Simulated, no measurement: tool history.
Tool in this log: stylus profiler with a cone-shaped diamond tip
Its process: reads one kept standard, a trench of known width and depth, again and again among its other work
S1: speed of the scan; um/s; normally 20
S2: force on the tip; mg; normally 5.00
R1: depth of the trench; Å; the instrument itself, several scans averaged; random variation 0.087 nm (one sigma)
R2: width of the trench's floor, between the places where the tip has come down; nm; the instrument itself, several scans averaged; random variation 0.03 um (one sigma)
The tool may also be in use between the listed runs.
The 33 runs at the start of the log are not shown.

run 34 hour=1394.0 | S1=5 S2=11.89 | R1=5138.4 R2=26910
run 35 hour=1439.2 | S1=5 S2=11.89 | R1=5138.5 R2=26850
run 36 hour=1496.3 | S1=7 S2=11.89 | R1=5138.7 R2=26830
run 37 hour=1545.5 | S1=74 S2=6.96 | R1=5093.2 R2=26680
run 38 hour=1595.2 | S1=74 S2=6.96 | R1=5093.9 R2=26630
run 39 hour=1623.3 | S1=18 S2=2.70 | R1=5047.8 R2=26740
run 40 hour=1658.5 | S1=21 S2=8.30 | R1=5107.7 R2=26720
run 41 hour=1709.1 | S1=19 S2=5.57 | R1=5080.1 R2=26650
run 42 hour=1758.9 | S1=72 S2=5.57 | R1=5080.5 R2=26570
run 43 hour=1791.7 | S1=21 S2=10.25 | R1=5122.6 R2=26630
run 44 hour=1828.2 | S1=18 S2=1.77 | R1=5034.2 R2=26580

3 options for the next run, each taken on its own from the tool as it stands now. Forecast them:
run A hour=1855.7 | S1=13 S2=8.36 | R1=? R2=?
run B hour=1855.7 | S1=31 S2=2.55 | R1=? R2=?
run C hour=1855.7 | S1=18 S2=3.44 | R1=? R2=?

run=A R1=5106.8 R2=26700
run=B R1=5044.4 R2=26570
run=C R1=5055.1 R2=26560
The same runs, with their run-to-run variation unchanged, on a tool lacking any hidden condition would have given:
run=A R1=5113.3 R2=27420
run=B R1=5050.8 R2=27300
run=C R1=5061.5 R2=27290
